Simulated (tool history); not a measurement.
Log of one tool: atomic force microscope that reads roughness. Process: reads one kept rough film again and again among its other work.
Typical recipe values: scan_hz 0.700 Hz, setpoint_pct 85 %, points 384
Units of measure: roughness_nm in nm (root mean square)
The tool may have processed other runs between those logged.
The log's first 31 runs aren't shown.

{"run": 32, "hour": 678.0, "scan_hz": 3.477, "setpoint_pct": 58, "points": 925, "roughness_nm": 1.622}
{"run": 33, "hour": 704.6, "scan_hz": 3.477, "setpoint_pct": 58, "points": 925, "roughness_nm": 1.608}
{"run": 34, "hour": 722.1, "scan_hz": 3.477, "setpoint_pct": 58, "points": 925, "roughness_nm": 1.61}
{"run": 35, "hour": 750.7, "scan_hz": 3.927, "setpoint_pct": 56, "points": 453, "roughness_nm": 1.585}
{"hour": 753.3, "done": "new tip fitted"}
{"run": 36, "hour": 782.4, "scan_hz": 3.327, "setpoint_pct": 85, "points": 384, "roughness_nm": 1.378}
{"run": 37, "hour": 810.3, "scan_hz": 3.327, "setpoint_pct": 61, "points": 372, "roughness_nm": 1.636}
{"run": 38, "hour": 833.9, "scan_hz": 3.327, "setpoint_pct": 61, "points": 372, "roughness_nm": 1.623}
{"run": 39, "hour": 860.5, "scan_hz": 0.854, "setpoint_pct": 87, "points": 372, "roughness_nm": 1.619}
{"run": 40, "hour": 892.4, "scan_hz": 0.854, "setpoint_pct": 87, "points": 372, "roughness_nm": 1.601}
{"run": 41, "hour": 907.5, "scan_hz": 1.277, "setpoint_pct": 70, "points": 776, "roughness_nm": 1.647}
{"run": 42, "hour": 921.6, "scan_hz": 1.277, "setpoint_pct": 70, "points": 776, "roughness_nm": 1.648}
{"run": 43, "hour": 944.7, "scan_hz": 1.277, "setpoint_pct": 81, "points": 776, "roughness_nm": 1.58}
{"run": 44, "hour": 977.0, "scan_hz": 1.381, "setpoint_pct": 57, "points": 373, "roughness_nm": 1.658}
{"run": 45, "hour": 1005.6, "scan_hz": 1.301, "setpoint_pct": 74, "points": 911, "roughness_nm": 1.596}
{"run": 46, "hour": 1022.6, "scan_hz": 1.301, "setpoint_pct": 74, "points": 911, "roughness_nm": 1.592}
{"run": 47, "hour": 1040.4, "scan_hz": 1.301, "setpoint_pct": 74, "points": 911, "roughness_nm": 1.585}
{"hour": 1045.8, "done": "new tip fitted"}
{"run": 48, "hour": 1062.3, "scan_hz": 1.301, "setpoint_pct": 74, "points": 911, "roughness_nm": 1.704}
{"run": 49, "hour": 1080.9, "scan_hz": 1.301, "setpoint_pct": 74, "points": 911, "roughness_nm": 1.693}
{"run": 50, "hour": 1095.9, "scan_hz": 1.301, "setpoint_pct": 74, "points": 911, "roughness_nm": 1.687}
{"run": 51, "hour": 1125.9, "scan_hz": 1.301, "setpoint_pct": 74, "points": 911, "roughness_nm": 1.678}
{"run": 52, "hour": 1154.7, "scan_hz": 1.301, "setpoint_pct": 74, "points": 911, "roughness_nm": 1.668}

Each row is a separate what-if for the run after 52, all from the same tool condition, not one after another. Results?
{"run": "A", "hour": 1180.7, "scan_hz": 2.398, "setpoint_pct": 62, "points": 520, "roughness_nm": "?"}
{"run": "B", "hour": 1180.7, "scan_hz": 0.513, "setpoint_pct": 85, "points": 384, "roughness_nm": "?"}
{"run": "C", "hour": 1180.7, "scan_hz": 0.7, "setpoint_pct": 79, "points": 951, "roughness_nm": "?"}
{"run": "D", "hour": 1180.7, "scan_hz": 1.769, "setpoint_pct": 57, "points": 520, "roughness_nm": "?"}

run=A roughness_nm=1.658
run=B roughness_nm=1.670
run=C roughness_nm=1.679
run=D roughness_nm=1.689
Without the tool's hidden state the same runs would have given:
run=A roughness_nm=1.697
run=B roughness_nm=1.709
run=C roughness_nm=1.718
run=D roughness_nm=1.729

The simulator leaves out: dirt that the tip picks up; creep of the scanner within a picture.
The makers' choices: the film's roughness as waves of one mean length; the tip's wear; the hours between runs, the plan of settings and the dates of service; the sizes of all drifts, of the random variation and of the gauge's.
